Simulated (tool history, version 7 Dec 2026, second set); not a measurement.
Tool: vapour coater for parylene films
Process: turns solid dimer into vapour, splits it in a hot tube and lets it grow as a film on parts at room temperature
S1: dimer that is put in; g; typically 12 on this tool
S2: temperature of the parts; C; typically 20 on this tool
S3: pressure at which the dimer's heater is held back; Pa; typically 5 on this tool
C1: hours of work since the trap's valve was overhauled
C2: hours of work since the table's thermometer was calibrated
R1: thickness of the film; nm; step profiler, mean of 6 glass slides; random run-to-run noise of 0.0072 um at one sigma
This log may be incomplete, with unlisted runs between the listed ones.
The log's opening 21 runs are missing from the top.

{"run": 22, "hour": 574.5, "S1": 10, "S2": 20, "S3": 5, "C1": 33, "C2": 304, "R1": 1671}
{"run": 23, "hour": 614.9, "S1": 12, "S2": 20, "S3": 5.95, "C1": 54, "C2": 325, "R1": 1939}
{"run": 24, "hour": 655.4, "S1": 6, "S2": 20, "S3": 5, "C1": 74, "C2": 346, "R1": 1001}
{"run": 25, "hour": 680.6, "S1": 9, "S2": 28, "S3": 2.51, "C1": 87, "C2": 358, "R1": 1369}
{"run": 26, "hour": 709.1, "S1": 6, "S2": 18, "S3": 2.51, "C1": 101, "C2": 373, "R1": 1151}
{"run": 27, "hour": 735.4, "S1": 12, "S2": 16, "S3": 5, "C1": 115, "C2": 386, "R1": 2222}
{"run": 28, "hour": 756.4, "S1": 8, "S2": 16, "S3": 5, "C1": 126, "C2": 397, "R1": 1478}
{"run": 29, "hour": 795.8, "S1": 8, "S2": 16, "S3": 5, "C1": 146, "C2": 417, "R1": 1469}
{"run": 30, "hour": 817.1, "S1": 8, "S2": 13, "S3": 2.73, "C1": 156, "C2": 428, "R1": 1747}
{"run": 31, "hour": 842.7, "S1": 15, "S2": 21, "S3": 8.28, "C1": 169, "C2": 441, "R1": 2257}
{"run": 32, "hour": 860.3, "S1": 10, "S2": 20, "S3": 8.28, "C1": 178, "C2": 450, "R1": 1557}
{"run": 33, "hour": 891.8, "S1": 5, "S2": 17, "S3": 2.77, "C1": 194, "C2": 466, "R1": 981}
{"run": 34, "hour": 919.0, "S1": 17, "S2": 18, "S3": 7.06, "C1": 208, "C2": 479, "R1": 2829}
{"run": 35, "hour": 939.3, "S1": 13, "S2": 28, "S3": 7.06, "C1": 218, "C2": 490, "R1": 1673}
{"run": 36, "hour": 978.4, "S1": 12, "S2": 14, "S3": 5, "C1": 238, "C2": 510, "R1": 2324}
{"run": 37, "hour": 1013.4, "S1": 5, "S2": 27, "S3": 6.3, "C1": 256, "C2": 527, "R1": 678}
{"run": 38, "hour": 1046.2, "S1": 16, "S2": 20, "S3": 5, "C1": 273, "C2": 544, "R1": 2655}
{"run": 39, "hour": 1081.2, "S1": 16, "S2": 20, "S3": 5, "C1": 291, "C2": 562, "R1": 2662}
{"run": 40, "hour": 1103.5, "S1": 6, "S2": 19, "S3": 2.05, "C1": 302, "C2": 573, "R1": 1151}
{"run": 41, "hour": 1138.0, "S1": 12, "S2": 26, "S3": 3.44, "C1": 319, "C2": 591, "R1": 1798}
{"run": 42, "hour": 1175.5, "S1": 17, "S2": 16, "S3": 3.5, "C1": 338, "C2": 610, "R1": 3302}
{"run": 43, "hour": 1198.0, "S1": 13, "S2": 13, "S3": 5, "C1": 350, "C2": 621, "R1": 2595}
{"hour": 1211.8, "done": "trap's valve overhauled"}
{"run": 44, "hour": 1224.6, "S1": 8, "S2": 23, "S3": 3, "C1": 7, "C2": 633, "R1": 1334}
{"run": 45, "hour": 1241.0, "S1": 12, "S2": 17, "S3": 5, "C1": 15, "C2": 641, "R1": 2159}
{"run": 46, "hour": 1267.5, "S1": 10, "S2": 20, "S3": 5.57, "C1": 28, "C2": 654, "R1": 1644}

4 ways to go on from here, each from the tool as it stands after run 46. What would each give?
{"run": "A", "hour": 1289.4, "S1": 10, "S2": 15, "S3": 5.57, "C1": 39, "C2": 666, "R1": "?"}
{"run": "B", "hour": 1289.4, "S1": 10, "S2": 30, "S3": 5.57, "C1": 39, "C2": 666, "R1": "?"}
{"run": "C", "hour": 1289.4, "S1": 12, "S2": 27, "S3": 4.26, "C1": 39, "C2": 666, "R1": "?"}
{"run": "D", "hour": 1289.4, "S1": 14, "S2": 20, "S3": 5, "C1": 39, "C2": 666, "R1": "?"}

run=A R1=1854
run=B R1=1273
run=C R1=1706
run=D R1=2322
Had the tool no hidden state, the same runs would have come out as:
run=A R1=1855
run=B R1=1273
run=C R1=1707
run=D R1=2323
